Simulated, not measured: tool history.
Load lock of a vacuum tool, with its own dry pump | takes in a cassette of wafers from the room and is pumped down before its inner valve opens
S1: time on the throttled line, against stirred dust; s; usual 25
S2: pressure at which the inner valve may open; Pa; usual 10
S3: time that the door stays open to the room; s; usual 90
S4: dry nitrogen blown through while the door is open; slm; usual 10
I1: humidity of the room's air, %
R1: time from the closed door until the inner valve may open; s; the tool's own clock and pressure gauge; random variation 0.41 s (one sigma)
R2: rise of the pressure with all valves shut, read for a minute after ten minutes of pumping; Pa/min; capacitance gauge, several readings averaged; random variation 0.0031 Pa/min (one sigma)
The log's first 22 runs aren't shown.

run 23 day=201.5 | S1=12 S2=7 S3=131 S4=10 | I1=44.3 | R1=36.9 R2=0.079
run 24 day=207.117 | S1=12 S2=7 S3=32 S4=12 | I1=44 | R1=36.9 R2=0.048
run 25 day=220.471 | S1=25 S2=10 S3=40 S4=32 | I1=44.4 | R1=45 R2=0.038
run 26 day=232.196 | S1=25 S2=10 S3=40 S4=32 | I1=43.5 | R1=45.4 R2=0.036
run 27 day=244.908 | S1=25 S2=10 S3=40 S4=32 | I1=46.3 | R1=45.8 R2=0.034
run 28 day=258.512 | S1=25 S2=15 S3=67 S4=17 | I1=41.7 | R1=44 R2=0.049
run 29 day=270.371 | S1=47 S2=15 S3=67 S4=4 | I1=43.2 | R1=60.5 R2=0.074
run 30 day=276.85 | S1=47 S2=15 S3=67 S4=4 | I1=43.6 | R1=60.5 R2=0.075
run 31 day=283.042 | S1=17 S2=16 S3=55 S4=14 | I1=44.5 | R1=38.7 R2=0.054
run 32 day=292.45 | S1=39 S2=8 S3=55 S4=14 | I1=44.5 | R1=56.8 R2=0.055
run 33 day=303.883 | S1=39 S2=8 S3=55 S4=14 | I1=42.6 | R1=57 R2=0.051
run 34 day=317.646 | S1=39 S2=8 S3=55 S4=14 | I1=45.5 | R1=57.3 R2=0.057
run 35 day=325.729 | S1=25 S2=10 S3=86 S4=10 | I1=41.5 | R1=45 R2=0.069
run 36 day=331.621 | S1=25 S2=10 S3=86 S4=10 | I1=48.2 | R1=46.3 R2=0.072
run 37 day=344.025 | S1=25 S2=15 S3=86 S4=10 | I1=42.6 | R1=44.3 R2=0.073

3 ways to go on from here, each from the tool as it stands after run 37. What would each give?
run A day=351.292 | S1=25 S2=9 S3=73 S4=10 | I1=46.6 | R1=? R2=?
run B day=351.292 | S1=25 S2=15 S3=86 S4=5 | I1=46.4 | R1=? R2=?
run C day=351.292 | S1=25 S2=10 S3=55 S4=10 | I1=44.3 | R1=? R2=?

run=A R1=45.3 R2=0.064
run=B R1=43.4 R2=0.078
run=C R1=45.6 R2=0.058
Without the tool's hidden state the same runs would have given:
run=A R1=45.3 R2=0.062
run=B R1=43.4 R2=0.075
run=C R1=45.6 R2=0.055
